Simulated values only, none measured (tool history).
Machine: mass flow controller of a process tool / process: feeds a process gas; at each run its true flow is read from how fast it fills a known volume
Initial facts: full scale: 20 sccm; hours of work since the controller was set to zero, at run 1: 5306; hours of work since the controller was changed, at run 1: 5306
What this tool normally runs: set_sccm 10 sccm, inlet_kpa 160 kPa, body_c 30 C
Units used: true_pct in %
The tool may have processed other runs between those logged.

run,hour,set_sccm,inlet_kpa,body_c,hours of work since the controller was set to zero,hours of work since the controller was changed,true_pct
1,0.0,10,160,30,5306,5306,103.54
2,87.4,10,160,30,5346,5346,103.59
3,160.2,10,160,30,5379,5379,103.53
4,229.6,10,160,30,5411,5411,103.62
5,290.3,10,160,30,5438,5438,103.81
6,354.2,10,209,30,5468,5468,103.63
7,424.7,10,209,30,5500,5500,103.75
8,496.0,10,209,30,5532,5532,103.78
9,548.9,10,160,30,5557,5557,103.80
10,599.5,10,160,30,5580,5580,103.88
11,644.7,10,160,30,5600,5600,103.85
12,739.6,10,160,30,5644,5644,103.86
13,828.6,10,160,30,5684,5684,103.81
14,905.1,10,160,30,5719,5719,103.79
# hour 969.2: controller exchanged for a calibrated one
15,981.9,10,160,30,6,6,99.94
16,1041.2,10,160,30,33,33,99.98
17,1112.8,10,160,30,66,66,100.02
18,1167.5,10,160,30,91,91,99.94
19,1215.1,10,160,30,112,112,99.95
20,1307.9,10,160,30,155,155,99.94
21,1372.6,10,160,30,184,184,100.10
22,1458.7,10,160,30,224,224,100.07
23,1502.0,10,160,37,244,244,100.51
24,1550.3,10,160,37,266,266,100.64
25,1616.5,16,160,30,296,296,100.24
26,1698.9,10,177,30,334,334,100.03
27,1754.9,4,186,20,359,359,99.39
28,1796.9,6,216,30,378,378,99.95
29,1866.1,4,216,30,410,410,99.92
30,1935.6,10,265,34,442,442,100.25
31,2037.0,6,196,32,488,488,100.23
32,2088.6,6,196,32,512,512,100.19
33,2138.7,4,160,30,535,535,100.28
34,2215.1,4,160,30,570,570,100.36
35,2261.0,14,196,21,591,591,99.79
36,2329.6,10,160,29,622,622,100.15
37,2381.4,10,160,29,646,646,100.24
38,2451.2,15,160,30,678,678,100.49
39,2508.0,2,160,30,704,704,101.20
40,2562.5,10,160,22,728,728,99.86
41,2665.8,4,170,28,776,776,100.42
42,2717.5,10,160,34,799,799,100.79
43,2811.0,10,145,22,842,842,99.96
44,2904.9,6,263,33,885,885,100.76
45,3003.1,12,236,23,930,930,100.07
46,3075.4,10,160,32,963,963,100.57
47,3160.6,3,262,30,1002,1002,101.01
48,3251.7,7,160,30,1044,1044,100.69

Hidden state or all else? Some run-to-run changes of true_pct, split into what the settings, what came in and random variation would give without the hidden state, and what is left for the hidden state (with any gauge scatter that isn't in both results):
Hidden state present: flow at rest that the sensor doesn't see, % of full scale; true flow over the shown one, %; drift of the gauge itself on true_pct, %.
Run 14 -> 15: controller exchanged for a calibrated one. true_pct -3.85 %: hidden state -3.95, all else +0.10.
Run 38 -> 39: set_sccm 15 -> 2. true_pct +0.71 %: hidden state +1.27, all else -0.56.
Run 39 -> 40: set_sccm 2 -> 10, body_c 30 -> 22. true_pct -1.34 %: hidden state -1.13, all else -0.21.
Run 42 -> 43: inlet_kpa 160 -> 145, body_c 34 -> 22. true_pct -0.83 %: hidden state +0.03, all else -0.86.
